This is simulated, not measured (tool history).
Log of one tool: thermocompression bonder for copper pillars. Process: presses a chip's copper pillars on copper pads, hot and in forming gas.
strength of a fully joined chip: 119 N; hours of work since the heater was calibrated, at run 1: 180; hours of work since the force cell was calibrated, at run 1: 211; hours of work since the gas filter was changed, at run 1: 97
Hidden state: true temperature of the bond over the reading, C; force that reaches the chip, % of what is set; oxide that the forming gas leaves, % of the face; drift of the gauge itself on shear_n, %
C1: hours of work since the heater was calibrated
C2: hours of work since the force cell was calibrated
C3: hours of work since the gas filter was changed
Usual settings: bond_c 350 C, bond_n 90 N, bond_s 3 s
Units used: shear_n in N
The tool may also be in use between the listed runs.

run 1 day=0 | bond_c=350 bond_n=90 bond_s=3 | C1=180 C2=211 C3=97 | shear_n=77.6
run 2 day=1.596 | bond_c=350 bond_n=90 bond_s=3 | C1=197 C2=228 C3=114 | shear_n=79.2
run 3 day=2.692 | bond_c=350 bond_n=90 bond_s=3 | C1=209 C2=240 C3=126 | shear_n=79
run 4 day=4.342 | bond_c=350 bond_n=90 bond_s=3 | C1=226 C2=258 C3=144 | shear_n=78.3
run 5 day=6.433 | bond_c=350 bond_n=90 bond_s=3 | C1=249 C2=280 C3=166 | shear_n=77.6
-- day=6.683 forming gas filter changed
run 6 day=7.688 | bond_c=350 bond_n=90 bond_s=3 | C1=262 C2=293 C3=11 | shear_n=79.3
run 7 day=9.196 | bond_c=350 bond_n=90 bond_s=3 | C1=278 C2=309 C3=27 | shear_n=78.1
run 8 day=10.158 | bond_c=350 bond_n=90 bond_s=3 | C1=288 C2=320 C3=37 | shear_n=78.8
run 9 day=11.883 | bond_c=350 bond_n=101 bond_s=3 | C1=307 C2=338 C3=56 | shear_n=82.3
run 10 day=13.679 | bond_c=367 bond_n=90 bond_s=3 | C1=326 C2=357 C3=75 | shear_n=88.5
run 11 day=15.162 | bond_c=350 bond_n=90 bond_s=3 | C1=342 C2=373 C3=91 | shear_n=78.7
run 12 day=17.004 | bond_c=350 bond_n=90 bond_s=3 | C1=362 C2=393 C3=111 | shear_n=79.3
run 13 day=19.117 | bond_c=350 bond_n=90 bond_s=3 | C1=384 C2=416 C3=133 | shear_n=77.9
run 14 day=20.317 | bond_c=324 bond_n=90 bond_s=3 | C1=397 C2=429 C3=146 | shear_n=60.5
-- day=22.362 forming gas filter changed
run 15 day=22.375 | bond_c=324 bond_n=90 bond_s=3 | C1=419 C2=450 C3=0 | shear_n=61.6
run 16 day=24.238 | bond_c=324 bond_n=90 bond_s=3 | C1=439 C2=470 C3=20 | shear_n=59.6
run 17 day=26.292 | bond_c=350 bond_n=90 bond_s=3 | C1=461 C2=492 C3=42 | shear_n=78.7
run 18 day=27.312 | bond_c=350 bond_n=90 bond_s=7 | C1=472 C2=503 C3=53 | shear_n=97.3
run 19 day=29.425 | bond_c=350 bond_n=90 bond_s=7 | C1=495 C2=526 C3=76 | shear_n=95.1
run 20 day=31.204 | bond_c=350 bond_n=90 bond_s=3 | C1=514 C2=545 C3=95 | shear_n=79.2
run 21 day=33.025 | bond_c=334 bond_n=81 bond_s=4 | C1=533 C2=565 C3=114 | shear_n=70.5
run 22 day=34.717 | bond_c=350 bond_n=90 bond_s=2 | C1=552 C2=583 C3=132 | shear_n=70.5
run 23 day=36.296 | bond_c=361 bond_n=89 bond_s=2 | C1=568 C2=600 C3=149 | shear_n=75.9
-- day=38.079 forming gas filter changed
run 24 day=38.188 | bond_c=323 bond_n=61 bond_s=7 | C1=588 C2=620 C3=1 | shear_n=63.6
run 25 day=39.762 | bond_c=325 bond_n=90 bond_s=2 | C1=605 C2=637 C3=18 | shear_n=53.7
run 26 day=40.846 | bond_c=370 bond_n=69 bond_s=2 | C1=617 C2=648 C3=30 | shear_n=71.4
run 27 day=42.142 | bond_c=370 bond_n=69 bond_s=2 | C1=631 C2=662 C3=44 | shear_n=70.7
run 28 day=43.504 | bond_c=370 bond_n=69 bond_s=2 | C1=645 C2=677 C3=58 | shear_n=71.6
run 29 day=44.742 | bond_c=350 bond_n=90 bond_s=2 | C1=659 C2=690 C3=71 | shear_n=71
run 30 day=45.925 | bond_c=320 bond_n=70 bond_s=2 | C1=671 C2=703 C3=84 | shear_n=41.3
run 31 day=47.967 | bond_c=361 bond_n=69 bond_s=3 | C1=693 C2=725 C3=106 | shear_n=74.1
run 32 day=49.821 | bond_c=363 bond_n=66 bond_s=2 | C1=713 C2=744 C3=126 | shear_n=65.4
run 33 day=51.429 | bond_c=341 bond_n=104 bond_s=3 | C1=730 C2=762 C3=143 | shear_n=77.3
run 34 day=53.054 | bond_c=341 bond_n=104 bond_s=3 | C1=748 C2=779 C3=160 | shear_n=79.3
-- day=53.862 forming gas filter changed
run 35 day=54.683 | bond_c=341 bond_n=104 bond_s=3 | C1=765 C2=796 C3=9 | shear_n=78.1
run 36 day=56.488 | bond_c=341 bond_n=104 bond_s=3 | C1=784 C2=816 C3=28 | shear_n=78.5
-- day=57.133 heater calibrated with a thermocouple chip
run 37 day=58.658 | bond_c=349 bond_n=107 bond_s=3 | C1=16 C2=838 C3=51 | shear_n=83.6
run 38 day=60.442 | bond_c=374 bond_n=128 bond_s=7 | C1=35 C2=857 C3=70 | shear_n=113.9
run 39 day=61.679 | bond_c=351 bond_n=128 bond_s=2 | C1=49 C2=870 C3=83 | shear_n=85

Hidden condition of the tool, last listed run before each entry between runs versus first listed run after:
After run 5, before run 6: forming gas filter changed (day 6.683)
  oxide that the forming gas leaves, % of the face: 0.65 -> 0.51
After run 14, before run 15: forming gas filter changed (day 22.362)
  true temperature of the bond over the reading, C: 0.2 -> 0.3; oxide that the forming gas leaves, % of the face: 0.63 -> 0.5
After run 23, before run 24: forming gas filter changed (day 38.079)
  true temperature of the bond over the reading, C: 0.3 -> 0.4; oxide that the forming gas leaves, % of the face: 0.63 -> 0.5
After run 34, before run 35: forming gas filter changed (day 53.862)
  oxide that the forming gas leaves, % of the face: 0.65 -> 0.51
After run 36, before run 37: heater calibrated with a thermocouple chip (day 57.133)
  true temperature of the bond over the reading, C: 0.5 -> 0; oxide that the forming gas leaves, % of the face: 0.53 -> 0.55
